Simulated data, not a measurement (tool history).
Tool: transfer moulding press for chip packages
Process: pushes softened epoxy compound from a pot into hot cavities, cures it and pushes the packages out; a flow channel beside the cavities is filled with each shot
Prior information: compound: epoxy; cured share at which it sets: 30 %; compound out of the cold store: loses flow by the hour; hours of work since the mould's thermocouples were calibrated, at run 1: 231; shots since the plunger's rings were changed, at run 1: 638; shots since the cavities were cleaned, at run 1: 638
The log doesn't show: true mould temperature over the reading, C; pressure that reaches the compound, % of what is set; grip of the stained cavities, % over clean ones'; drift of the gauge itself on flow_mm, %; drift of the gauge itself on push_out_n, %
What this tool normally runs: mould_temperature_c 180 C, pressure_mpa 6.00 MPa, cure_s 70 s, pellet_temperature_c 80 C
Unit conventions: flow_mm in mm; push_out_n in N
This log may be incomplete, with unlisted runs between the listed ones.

run,hour,mould_temperature_c,pressure_mpa,cure_s,pellet_temperature_c,hours of work since the mould's thermocouples were calibrated,shots since the plunger's rings were changed,shots since the cavities were cleaned,incoming compound's hours out of the cold store,flow_mm,push_out_n
1,0.0,180,6.00,70,80,231,638,638,33.0,879,346
# hour 6.3: cavities cleaned with cleaning compound and waxed
2,24.4,180,6.00,70,80,245,1013,296,8.7,1048,407
# hour 51.1: cavities cleaned with cleaning compound and waxed
3,51.1,180,6.00,70,80,261,1424,0,8.2,1042,236
4,70.5,180,6.00,70,80,273,1740,316,10.8,1018,317
5,90.6,180,6.00,70,80,286,2070,646,35.0,852,331
# hour 96.1: cavities cleaned with cleaning compound and waxed
6,106.8,180,6.00,70,80,295,2310,176,45.2,792,270
7,123.9,180,6.00,70,80,306,2589,455,23.7,924,330
# hour 132.2: cavities cleaned with cleaning compound and waxed, once more
8,146.9,180,6.00,70,85,320,2941,240,35.3,851,285
9,173.8,180,6.00,70,85,337,3380,679,47.5,770,336
# hour 177.0: cavities cleaned with cleaning compound and waxed
10,193.2,180,6.00,70,85,348,3672,265,30.0,882,295
11,216.2,180,6.00,70,85,362,4049,642,31.2,867,328
# hour 223.5: cavities cleaned with cleaning compound and waxed
12,240.6,180,6.00,74,80,377,4423,279,37.1,832,266
# hour 247.0: plunger's sealing rings changed
13,265.9,180,6.00,104,80,391,309,652,43.9,811,259
# hour 271.7: cavities cleaned with cleaning compound and waxed
14,284.7,180,6.00,77,80,402,591,212,18.9,968,253
15,306.5,180,6.00,70,76,416,948,569,11.3,1019,342
# hour 317.1: cavities cleaned with cleaning compound and waxed
16,336.3,180,6.00,70,76,433,1410,313,8.9,1041,320
17,349.6,180,6.00,70,76,442,1627,530,47.8,786,317
# hour 363.6: cavities cleaned with cleaning compound and waxed
18,369.7,175,6.85,70,80,454,1932,100,18.7,1051,343
19,385.5,186,5.33,54,71,464,2190,358,31.7,807,349
# hour 408.8: cavities cleaned with cleaning compound and waxed
20,408.8,180,6.00,67,84,477,2547,1,31.7,872,242
21,427.6,180,4.55,75,78,489,2854,308,28.4,783,282
# hour 453.4: cavities cleaned with cleaning compound and waxed
22,453.4,184,7.02,66,84,504,3250,0,22.8,985,206
23,467.5,176,6.00,60,80,513,3482,232,28.5,894,496
24,494.8,176,6.00,60,80,530,3926,676,21.4,946,581

The next listed run, before its measurement:
# hour 498.7: cavities cleaned with cleaning compound and waxed
25,517.7,186,4.64,59,86,544,4276,309,24.0,?,?

flow_mm: 783 mm
push_out_n: 299 N
With no hidden state in the tool, this same run would have given flow_mm 810 mm, push_out_n 233 N.
